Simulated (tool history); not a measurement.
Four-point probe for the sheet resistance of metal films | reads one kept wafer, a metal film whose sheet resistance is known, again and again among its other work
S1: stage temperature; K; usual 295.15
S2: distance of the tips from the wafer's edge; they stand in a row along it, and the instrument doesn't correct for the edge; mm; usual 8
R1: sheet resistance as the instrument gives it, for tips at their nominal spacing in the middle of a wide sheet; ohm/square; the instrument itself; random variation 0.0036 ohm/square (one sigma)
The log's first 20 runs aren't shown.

run	hour	S1	S2	R1
21	454.8	303.15	8	18.198171
22	470.9	295.15	8	18.165049
23	494.7	304.15	8	18.193069
24	522.4	295.15	6	18.207927
25	548.0	292.15	3	18.501440
26	572.4	299.15	4	18.352992
27	598.4	294.15	47	18.085940
28	614.8	295.15	10	18.119904
29	636.3	307.15	8	18.177976
30	663.8	294.15	31	18.075680
31	680.3	300.15	46	18.093866
32	699.5	304.15	4	18.351045
33	728.3	304.15	4	18.343193
34	754.4	295.15	26	18.066709
35	777.0	295.15	26	18.060702
36	790.0	298.15	55	18.075255
37	813.6	296.15	37	18.057884
38	841.9	301.15	59	18.071438
39	862.5	296.15	11	18.078177
40	891.9	307.15	23	18.088661
41	911.6	297.15	8	18.104894
42	924.0	297.15	8	18.107269
43	945.8	300.15	69	18.048092
44	959.5	294.15	39	18.021541
45	973.1	303.15	8	18.119305

3 ways to go on from here, each from the tool as it stands after run 45. What would each give?
A	997.2	297.15	5	?
B	997.2	295.15	34	?
C	997.2	303.15	41	?

run	R1
A	18.183497
B	18.026422
C	18.057225
Without the tool's hidden state the same runs would have given:
run	R1
A	18.351842
B	18.193309
C	18.224876

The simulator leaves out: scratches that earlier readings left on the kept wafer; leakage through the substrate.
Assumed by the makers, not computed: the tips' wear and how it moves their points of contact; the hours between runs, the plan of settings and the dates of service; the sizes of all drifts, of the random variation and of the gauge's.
